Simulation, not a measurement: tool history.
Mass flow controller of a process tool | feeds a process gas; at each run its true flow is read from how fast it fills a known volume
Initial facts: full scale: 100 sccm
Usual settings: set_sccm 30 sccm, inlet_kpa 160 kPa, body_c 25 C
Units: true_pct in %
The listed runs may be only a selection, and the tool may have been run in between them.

{"run": 1, "day": 0.0, "set_sccm": 30, "inlet_kpa": 160, "body_c": 25, "true_pct": 97.88}
{"run": 2, "day": 9.075, "set_sccm": 84, "inlet_kpa": 160, "body_c": 25, "true_pct": 99.48}
{"run": 3, "day": 14.242, "set_sccm": 84, "inlet_kpa": 160, "body_c": 25, "true_pct": 99.65}
{"run": 4, "day": 20.258, "set_sccm": 30, "inlet_kpa": 160, "body_c": 31, "true_pct": 98.37}
{"run": 5, "day": 24.925, "set_sccm": 30, "inlet_kpa": 160, "body_c": 31, "true_pct": 98.4}
{"run": 6, "day": 29.888, "set_sccm": 30, "inlet_kpa": 160, "body_c": 31, "true_pct": 98.4}
{"run": 7, "day": 36.638, "set_sccm": 78, "inlet_kpa": 160, "body_c": 31, "true_pct": 99.95}
{"run": 8, "day": 42.412, "set_sccm": 78, "inlet_kpa": 184, "body_c": 31, "true_pct": 99.8}
{"run": 9, "day": 51.854, "set_sccm": 100, "inlet_kpa": 184, "body_c": 29, "true_pct": 100.34}
{"run": 10, "day": 57.308, "set_sccm": 32, "inlet_kpa": 145, "body_c": 29, "true_pct": 98.17}
{"run": 11, "day": 64.525, "set_sccm": 32, "inlet_kpa": 145, "body_c": 29, "true_pct": 98.27}

Forecast each of these 5 alternatives for the next run:
{"run": "A", "day": 72.712, "set_sccm": 76, "inlet_kpa": 160, "body_c": 37, "true_pct": "?"}
{"run": "B", "day": 72.712, "set_sccm": 32, "inlet_kpa": 273, "body_c": 29, "true_pct": "?"}
{"run": "C", "day": 72.712, "set_sccm": 69, "inlet_kpa": 148, "body_c": 25, "true_pct": "?"}
{"run": "D", "day": 72.712, "set_sccm": 54, "inlet_kpa": 143, "body_c": 30, "true_pct": "?"}
{"run": "E", "day": 72.712, "set_sccm": 11, "inlet_kpa": 160, "body_c": 20, "true_pct": "?"}

run=A true_pct=100.53
run=B true_pct=97.91
run=C true_pct=99.19
run=D true_pct=98.96
run=E true_pct=96.64
Had the tool no hidden state, the same runs would have come out as:
run=A true_pct=100.53
run=B true_pct=97.9
run=C true_pct=99.19
run=D true_pct=98.96
run=E true_pct=96.61
